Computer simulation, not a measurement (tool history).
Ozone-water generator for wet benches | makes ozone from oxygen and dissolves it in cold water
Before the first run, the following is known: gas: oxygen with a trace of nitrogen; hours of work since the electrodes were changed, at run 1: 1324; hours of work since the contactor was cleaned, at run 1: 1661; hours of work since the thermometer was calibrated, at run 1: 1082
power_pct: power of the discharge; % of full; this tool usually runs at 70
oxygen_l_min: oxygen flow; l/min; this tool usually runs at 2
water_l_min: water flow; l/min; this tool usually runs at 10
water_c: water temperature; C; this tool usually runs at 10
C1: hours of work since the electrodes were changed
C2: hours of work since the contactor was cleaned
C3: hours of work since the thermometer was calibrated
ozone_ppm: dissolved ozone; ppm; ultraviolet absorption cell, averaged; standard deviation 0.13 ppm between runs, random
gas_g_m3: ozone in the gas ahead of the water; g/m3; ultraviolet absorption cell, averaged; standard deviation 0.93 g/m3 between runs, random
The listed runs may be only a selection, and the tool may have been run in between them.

{"run": 1, "hour": 0.0, "power_pct": 70, "oxygen_l_min": 2, "water_l_min": 10, "water_c": 10, "C1": 1324, "C2": 1661, "C3": 1082, "ozone_ppm": 12.5, "gas_g_m3": 154.1}
{"run": 2, "hour": 69.8, "power_pct": 70, "oxygen_l_min": 2, "water_l_min": 10, "water_c": 10, "C1": 1391, "C2": 1729, "C3": 1149, "ozone_ppm": 12.7, "gas_g_m3": 153.2}
{"run": 3, "hour": 127.5, "power_pct": 70, "oxygen_l_min": 2.69, "water_l_min": 10, "water_c": 10, "C1": 1447, "C2": 1784, "C3": 1205, "ozone_ppm": 12.4, "gas_g_m3": 126.6}
{"run": 4, "hour": 200.9, "power_pct": 70, "oxygen_l_min": 2, "water_l_min": 10, "water_c": 11, "C1": 1518, "C2": 1855, "C3": 1276, "ozone_ppm": 12.4, "gas_g_m3": 154.3}
{"run": 5, "hour": 274.4, "power_pct": 70, "oxygen_l_min": 2, "water_l_min": 10, "water_c": 11, "C1": 1589, "C2": 1926, "C3": 1347, "ozone_ppm": 12.4, "gas_g_m3": 153.1}
{"hour": 284.7, "done": "contactor cleaned"}
{"run": 6, "hour": 336.2, "power_pct": 70, "oxygen_l_min": 2, "water_l_min": 10, "water_c": 10, "C1": 1645, "C2": 50, "C3": 1403, "ozone_ppm": 12.5, "gas_g_m3": 154.5}
{"run": 7, "hour": 397.4, "power_pct": 70, "oxygen_l_min": 2, "water_l_min": 10, "water_c": 10, "C1": 1704, "C2": 109, "C3": 1462, "ozone_ppm": 12.4, "gas_g_m3": 154.7}
{"run": 8, "hour": 456.7, "power_pct": 56, "oxygen_l_min": 2, "water_l_min": 10, "water_c": 10, "C1": 1761, "C2": 166, "C3": 1520, "ozone_ppm": 11.1, "gas_g_m3": 136.9}
{"run": 9, "hour": 518.3, "power_pct": 70, "oxygen_l_min": 2, "water_l_min": 7, "water_c": 10, "C1": 1821, "C2": 226, "C3": 1579, "ozone_ppm": 17.5, "gas_g_m3": 152.2}
{"run": 10, "hour": 587.8, "power_pct": 68, "oxygen_l_min": 2.49, "water_l_min": 13, "water_c": 9, "C1": 1888, "C2": 293, "C3": 1646, "ozone_ppm": 9, "gas_g_m3": 131.1}
{"run": 11, "hour": 655.6, "power_pct": 68, "oxygen_l_min": 1.33, "water_l_min": 13, "water_c": 9, "C1": 1954, "C2": 359, "C3": 1712, "ozone_ppm": 8.6, "gas_g_m3": 199.1}
{"run": 12, "hour": 742.1, "power_pct": 68, "oxygen_l_min": 2.23, "water_l_min": 11, "water_c": 9, "C1": 2037, "C2": 442, "C3": 1796, "ozone_ppm": 10.7, "gas_g_m3": 139.2}
{"hour": 790.6, "done": "contactor cleaned, once more"}
{"run": 13, "hour": 808.0, "power_pct": 70, "oxygen_l_min": 2, "water_l_min": 7, "water_c": 10, "C1": 2097, "C2": 17, "C3": 1855, "ozone_ppm": 18.2, "gas_g_m3": 153}
{"run": 14, "hour": 857.7, "power_pct": 66, "oxygen_l_min": 2.62, "water_l_min": 14, "water_c": 9, "C1": 2145, "C2": 65, "C3": 1903, "ozone_ppm": 8.9, "gas_g_m3": 123.1}

Run 15 has not been measured yet. What should we expect?
{"run": 15, "hour": 911.4, "power_pct": 66, "oxygen_l_min": 2.62, "water_l_min": 14, "water_c": 9, "C1": 2197, "C2": 117, "C3": 1955, "ozone_ppm": "?", "gas_g_m3": "?"}

For run 15 the tool returned ozone_ppm 8.8 ppm, gas_g_m3 123.9 g/m3.
With no hidden state in the tool, this same run would have given ozone_ppm 9.1 ppm, gas_g_m3 128 g/m3.

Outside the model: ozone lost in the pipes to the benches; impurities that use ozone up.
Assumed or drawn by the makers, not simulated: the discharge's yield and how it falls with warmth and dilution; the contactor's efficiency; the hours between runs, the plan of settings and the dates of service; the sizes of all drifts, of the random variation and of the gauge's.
